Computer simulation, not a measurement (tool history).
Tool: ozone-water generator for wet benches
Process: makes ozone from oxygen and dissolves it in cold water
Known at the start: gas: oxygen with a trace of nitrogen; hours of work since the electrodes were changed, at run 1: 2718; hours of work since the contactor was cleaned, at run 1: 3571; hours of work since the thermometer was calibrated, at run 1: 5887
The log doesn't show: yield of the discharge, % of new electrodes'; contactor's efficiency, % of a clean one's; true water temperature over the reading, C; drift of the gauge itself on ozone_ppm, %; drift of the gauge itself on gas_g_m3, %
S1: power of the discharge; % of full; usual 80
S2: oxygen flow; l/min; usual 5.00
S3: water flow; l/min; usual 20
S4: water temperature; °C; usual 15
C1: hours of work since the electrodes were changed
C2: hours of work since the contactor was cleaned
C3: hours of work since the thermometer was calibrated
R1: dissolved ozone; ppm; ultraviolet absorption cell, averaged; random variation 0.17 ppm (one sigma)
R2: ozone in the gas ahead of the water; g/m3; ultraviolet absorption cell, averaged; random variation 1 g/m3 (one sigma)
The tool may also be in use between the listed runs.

| run | hour | S1 | S2 | S3 | S4 | C1 | C2 | C3 | R1 | R2 |
|---|---|---|---|---|---|---|---|---|---|---|
| 1 | 0.0 | 80 | 5.00 | 20 | 15 | 2718 | 3571 | 5887 | 20.5 | 166.5 |
|  | 136.2 | water thermometer calibrated |
| 2 | 139.6 | 80 | 5.00 | 20 | 15 | 2807 | 3660 | 2 | 20.2 | 165.4 |
| 3 | 277.1 | 80 | 5.00 | 20 | 15 | 2895 | 3748 | 90 | 20.1 | 166.2 |
| 4 | 385.4 | 80 | 3.18 | 20 | 15 | 2965 | 3818 | 160 | 18.0 | 194.2 |
| 5 | 461.6 | 80 | 3.18 | 20 | 15 | 3013 | 3867 | 209 | 17.7 | 194.0 |
| 6 | 536.9 | 80 | 3.18 | 20 | 15 | 3062 | 3915 | 257 | 17.7 | 190.9 |
| 7 | 639.6 | 80 | 5.00 | 20 | 15 | 3127 | 3981 | 323 | 19.7 | 165.8 |
| 8 | 753.3 | 80 | 5.00 | 20 | 14 | 3200 | 4054 | 395 | 19.9 | 165.1 |
|  | 769.5 | contactor cleaned |
| 9 | 863.4 | 80 | 5.00 | 14 | 14 | 3268 | 60 | 463 | 26.3 | 163.3 |
| 10 | 942.1 | 80 | 5.00 | 14 | 14 | 3319 | 111 | 514 | 26.3 | 161.2 |
| 11 | 1017.4 | 80 | 5.00 | 20 | 15 | 3367 | 159 | 562 | 20.3 | 161.8 |
| 12 | 1079.7 | 80 | 5.00 | 20 | 19 | 3407 | 199 | 602 | 18.8 | 162.0 |
| 13 | 1190.8 | 87 | 5.00 | 20 | 19 | 3478 | 270 | 673 | 20.5 | 172.5 |
| 14 | 1288.3 | 87 | 5.00 | 20 | 19 | 3541 | 332 | 736 | 20.5 | 173.2 |
| 15 | 1428.2 | 80 | 3.28 | 20 | 15 | 3630 | 422 | 825 | 17.5 | 188.5 |
| 16 | 1552.1 | 80 | 5.00 | 20 | 15 | 3710 | 501 | 905 | 19.8 | 159.5 |

Run 17 comes next. What will it give?
| 17 | 1640.3 | 80 | 5.00 | 20 | 15 | 3766 | 558 | 961 | ? | ? |

R1: 19.5 ppm
R2: 161.1 g/m3
Without the tool's hidden state the same run would have given R1 22.6 ppm, R2 185.1 g/m3.
